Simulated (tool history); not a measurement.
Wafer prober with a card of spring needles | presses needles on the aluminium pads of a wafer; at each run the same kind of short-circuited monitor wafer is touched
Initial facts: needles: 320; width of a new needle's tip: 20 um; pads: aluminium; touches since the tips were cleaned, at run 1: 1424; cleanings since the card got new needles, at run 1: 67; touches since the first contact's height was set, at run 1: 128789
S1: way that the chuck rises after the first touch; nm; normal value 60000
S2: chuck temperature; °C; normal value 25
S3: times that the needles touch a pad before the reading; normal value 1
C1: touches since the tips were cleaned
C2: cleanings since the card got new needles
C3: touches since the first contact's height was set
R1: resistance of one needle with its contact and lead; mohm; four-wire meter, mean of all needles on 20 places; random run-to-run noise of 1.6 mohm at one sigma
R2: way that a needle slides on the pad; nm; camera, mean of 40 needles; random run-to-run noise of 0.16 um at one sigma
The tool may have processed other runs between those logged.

Run 1, hour 0: usual settings; C1 1424; C2 67; C3 128789. Result: R1 364 mohm, R2 13910 nm.
At hour 0.7: tips cleaned on abrasive film.
At hour 4.8: tips cleaned on abrasive film.
Run 2, hour 8.2: usual settings; C1 1593; C2 69; C3 132537. Result: R1 391 mohm, R2 14070 nm.
At hour 8.9: tips cleaned on abrasive film.
At hour 12.8: tips cleaned on abrasive film.
At hour 16.5: tips cleaned on abrasive film.
Run 3, hour 16.5: usual settings; C1 0; C2 72; C3 136278. Result: R1 194 mohm, R2 13760 nm.
At hour 20.5: tips cleaned on abrasive film.
Run 4, hour 20.6: usual settings; C1 52; C2 73; C3 138174. Result: R1 202 mohm, R2 14110 nm.
At hour 24.4: tips cleaned on abrasive film.
At hour 28.4: tips cleaned on abrasive film.
Run 5, hour 30.7: usual settings but S2 52 °C; C1 1054; C2 75; C3 142784. Result: R1 333 mohm, R2 13460 nm.
At hour 32.4: tips cleaned on abrasive film.
At hour 36.3: tips cleaned on abrasive film.
Run 6, hour 39.1: usual settings but S2 52 °C; C1 1339; C2 77; C3 146640. Result: R1 357 mohm, R2 13590 nm.
At hour 40.3: tips cleaned on abrasive film.
At hour 44.1: tips cleaned on abrasive film.
Run 7, hour 44.6: usual settings but S2 52 °C; C1 226; C2 79; C3 149112. Result: R1 232 mohm, R2 13580 nm.
At hour 47.6: tips cleaned on abrasive film.
Run 8, hour 50.5: usual settings but S2 52 °C, S3 3; C1 1351; C2 80; C3 151836. Result: R1 243 mohm, R2 13780 nm.
At hour 51.5: tips cleaned on abrasive film.
At hour 55.4: tips cleaned on abrasive film.
Run 9, hour 55.8: usual settings but S2 52 °C, S3 3; C1 161; C2 82; C3 154202. Result: R1 195 mohm, R2 13470 nm.
At hour 59: tips cleaned on abrasive film.
At hour 62.7: tips cleaned on abrasive film.
Run 10, hour 65.5: usual settings; C1 1352; C2 84; C3 158675. Result: R1 383 mohm, R2 13690 nm.
At hour 66.5: tips cleaned on abrasive film.
At hour 70.4: tips cleaned on abrasive film.
Run 11, hour 72.4: usual settings but S1 79000 nm, S2 36 °C; C1 931; C2 86; C3 161772. Result: R1 245 mohm, R2 18310 nm.
At hour 74.1: tips cleaned on abrasive film.
At hour 78: tips cleaned on abrasive film.
Run 12, hour 79.3: usual settings but S2 93 °C; C1 616; C2 88; C3 164933. Result: R1 284 mohm, R2 13390 nm.
At hour 82.2: tips cleaned on abrasive film.
At hour 86.4: tips cleaned on abrasive film.
Run 13, hour 88.6: usual settings but S1 43000 nm, S2 36 °C, S3 2; C1 1013; C2 90; C3 169181. Result: R1 406 mohm, R2 9060 nm.
At hour 90: tips cleaned on abrasive film.
Run 14, hour 93.2: usual settings but S1 76000 nm, S2 30 °C; C1 1473; C2 91; C3 171279. Result: R1 309 mohm, R2 17510 nm.
At hour 94: tips cleaned on abrasive film.
At hour 97.7: tips cleaned on abrasive film.
Run 15, hour 100.4: usual settings but S1 46000 nm, S2 50 °C, S3 2; C1 1276; C2 93; C3 174574. Result: R1 416 mohm, R2 9840 nm.
At hour 101.2: tips cleaned on abrasive film.
At hour 105.2: tips cleaned on abrasive film.
At hour 108.7: tips cleaned on abrasive film.
Run 16, hour 109: usual settings but S1 46000 nm, S2 50 °C, S3 2; C1 140; C2 96; C3 178468. Result: R1 241 mohm, R2 9800 nm.
At hour 112.5: tips cleaned on abrasive film.
At hour 116.2: tips cleaned on abrasive film.
Run 17, hour 116.8: usual settings but S1 78000 nm, S2 44 °C; C1 282; C2 98; C3 182009. Result: R1 198 mohm, R2 17890 nm.
At hour 120: tips cleaned on abrasive film.
Run 18, hour 121.2: usual settings but S1 78000 nm, S2 44 °C; C1 576; C2 99; C3 184033. Result: R1 238 mohm, R2 17850 nm.

For run 19, what comes out?
At hour 123.6: tips cleaned on abrasive film.
At hour 127.1: tips cleaned on abrasive film.
Run 19, hour 128.1: usual settings but S1 49000 nm, S2 32 °C; C1 480; C2 101; C3 187179. Result: R1 ?, R2 ?.

R1: 328 mohm
R2: 10510 nm
Take away the tool's hidden state, keep the run-to-run variation as it was, and the same run would have given R1 169 mohm, R2 12660 nm.

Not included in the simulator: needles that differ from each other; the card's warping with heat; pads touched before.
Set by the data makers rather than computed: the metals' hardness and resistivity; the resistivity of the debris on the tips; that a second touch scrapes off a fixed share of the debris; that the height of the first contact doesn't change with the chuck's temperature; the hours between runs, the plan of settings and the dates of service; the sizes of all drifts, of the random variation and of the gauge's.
